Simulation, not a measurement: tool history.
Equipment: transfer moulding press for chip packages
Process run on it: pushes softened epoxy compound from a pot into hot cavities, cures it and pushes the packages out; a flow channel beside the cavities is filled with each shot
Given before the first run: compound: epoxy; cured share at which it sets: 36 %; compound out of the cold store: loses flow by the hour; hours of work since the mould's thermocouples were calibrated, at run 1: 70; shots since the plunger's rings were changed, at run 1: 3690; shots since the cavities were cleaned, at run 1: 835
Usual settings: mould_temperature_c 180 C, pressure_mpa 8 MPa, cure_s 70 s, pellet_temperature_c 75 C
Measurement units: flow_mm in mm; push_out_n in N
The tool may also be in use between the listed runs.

run   hour  mould_temperature_c  pressure_mpa  cure_s  pellet_temperature_c  hours of work since the mould's thermocouples were calibrated  shots since the plunger's rings were changed  shots since the cavities were cleaned  incoming compound's hours out of the cold store  flow_mm  push_out_n
  1      0                  180             8      70                    75                                                             70                                          3690                                    835                                             14.3      803         816
      15.1  -- cavities cleaned with cleaning compound and waxed
  2   22.3                  180             8      70                    75                                                             81                                          3938                                     86                                             20.3      788         604
  3   39.7                  180             8      70                    75                                                             90                                          4145                                    293                                             27.9      774         687
  4   60.2                  180             8      58                    75                                                            101                                          4389                                    537                                             30.4      766        1242
  5   71.9                  180             8      58                    75                                                            107                                          4528                                    676                                               33      757        1279
  6   87.1                  180             8      58                    75                                                            116                                          4709                                    857                                             18.8      784        1341
      99.7  -- cavities cleaned with cleaning compound and waxed
  7    100                  180             8      58                    75                                                            122                                          4845                                      4                                             38.7      740         881
  8  114.4                  180             8      58                    75                                                            129                                          5017                                    176                                             17.4      786        1119
  9  129.6                  180             8      58                    75                                                            137                                          5198                                    357                                             33.4      752        1181
 10  149.8                  180             8      70                    83                                                            148                                          5438                                    597                                             29.6      760         733
 11  160.7                  180             8      70                    83                                                            154                                          5568                                    727                                             35.1      743         702
 12  173.5                  180             8      70                    83                                                            161                                          5721                                    880                                               37      738         722
     184.6  -- cavities cleaned with cleaning compound and waxed
 13  186.6                  180             8      68                    83                                                            167                                          5859                                     24                                             22.7      767         596
 14  199.5                  180             8      68                    83                                                            174                                          6012                                    177                                             22.4      765         665
 15  216.5                  176             8     100                    83                                                            183                                          6215                                    380                                             16.4      785         425
     224.2  -- plunger's sealing rings changed
 16  229.4                  188             8     100                    83                                                            188                                            62                                    503                                             41.5      760         365
 17  242.4                  173             8      88                    77                                                            195                                           218                                    659                                             11.7      864         692
 18  254.5                  173             8      88                    77                                                            202                                           362                                    803                                             29.3      826         672
 19  267.5                  181             8      51                    75                                                            209                                           516                                    957                                             35.3      788        1608
     272.3  -- cavities cleaned with cleaning compound and waxed
 20    280                  182             8      51                    75                                                            214                                           647                                     91                                             30.3      795        1201
 21  295.5                  178          9.93      70                    68                                                            223                                           832                                    276                                             16.8      933         813
 22  315.9                  180          6.73      93                    72                                                            233                                          1075                                    519                                             45.8      706         410

Run 23 has not been measured yet. What should we expect?
 23  331.8                  180          8.62      70                    75                                                            242                                          1264                                    708                                             18.2        ?           ?

flow_mm: 855 mm
push_out_n: 784 N
If the tool had no hidden condition, the same run with the same run-to-run variation would have returned flow_mm 868 mm, push_out_n 537 N.
